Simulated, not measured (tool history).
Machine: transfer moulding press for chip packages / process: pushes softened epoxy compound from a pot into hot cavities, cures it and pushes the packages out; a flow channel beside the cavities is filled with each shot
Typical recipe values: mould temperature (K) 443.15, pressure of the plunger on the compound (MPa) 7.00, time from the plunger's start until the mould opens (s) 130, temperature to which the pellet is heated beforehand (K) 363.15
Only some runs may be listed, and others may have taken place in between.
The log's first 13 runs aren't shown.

run	day	mould temperature (K)	pressure of the plunger on the compound (MPa)	time from the plunger's start until the mould opens (s)	temperature to which the pellet is heated beforehand (K)	hours of work since the mould's thermocouples were calibrated	shots since the plunger's rings were changed	shots since the cavities were cleaned	incoming compound's hours out of the cold store	length that the compound runs in the flow channel (mm)	greatest force on the pins that push the packages out (N)
14	8.738	446.15	7.00	130	363.15	327	1485	767	37.3	788	541
15	9.758	446.15	7.00	130	363.15	340	1670	952	43.6	755	562
16	10.725	443.15	7.07	130	372.15	352	1845	1127	42.4	777	623
# day 10.958: cavities cleaned with cleaning compound and waxed
17	11.550	443.15	7.00	130	363.15	361	1982	106	39.4	772	421
18	12.562	436.15	7.00	130	364.15	374	2165	289	43.6	787	706
19	13.038	446.15	5.52	130	357.15	380	2251	375	20.8	748	499
20	13.817	437.15	5.50	145	365.15	390	2391	515	34.7	721	641
21	14.250	441.15	8.01	155	371.15	395	2470	594	45.6	798	526
22	14.971	441.15	8.01	144	356.15	404	2600	724	19.3	929	581
23	15.821	438.15	7.33	144	356.15	414	2753	877	20.3	898	721
24	16.846	444.15	7.33	125	356.15	427	2939	1063	19.7	870	614
# day 17.417: cavities cleaned with cleaning compound and waxed
25	17.708	444.15	7.33	125	356.15	437	3083	53	31.7	808	379
26	18.267	444.15	7.92	125	356.15	444	3184	154	30.9	843	439
27	18.700	444.15	7.92	152	363.15	449	3262	232	28.1	864	437
28	19.729	443.15	8.10	137	355.15	462	3448	418	24.2	876	537
29	20.342	443.15	5.73	165	363.15	470	3558	528	45.6	657	515
30	21.142	443.15	5.73	165	363.15	480	3703	673	18.0	762	540

3 options for the next run, each taken on its own from the tool as it stands now. Forecast them:
# day 21.662: plunger's sealing rings changed
A	21.667	447.15	6.03	111	363.15	485	1	749	8.1	?	?
# day 21.662: plunger's sealing rings changed
B	21.667	443.15	7.45	142	363.15	485	1	749	45.2	?	?
# day 21.662: plunger's sealing rings changed
C	21.667	441.15	7.00	130	363.15	485	1	749	29.0	?	?

run	length that the compound runs in the flow channel (mm)	greatest force on the pins that push the packages out (N)
A	886	612
B	808	556
C	865	658
Had the tool no hidden state, the same runs would have come out as:
run	length that the compound runs in the flow channel (mm)	greatest force on the pins that push the packages out (N)
A	882	345
B	805	321
C	861	370
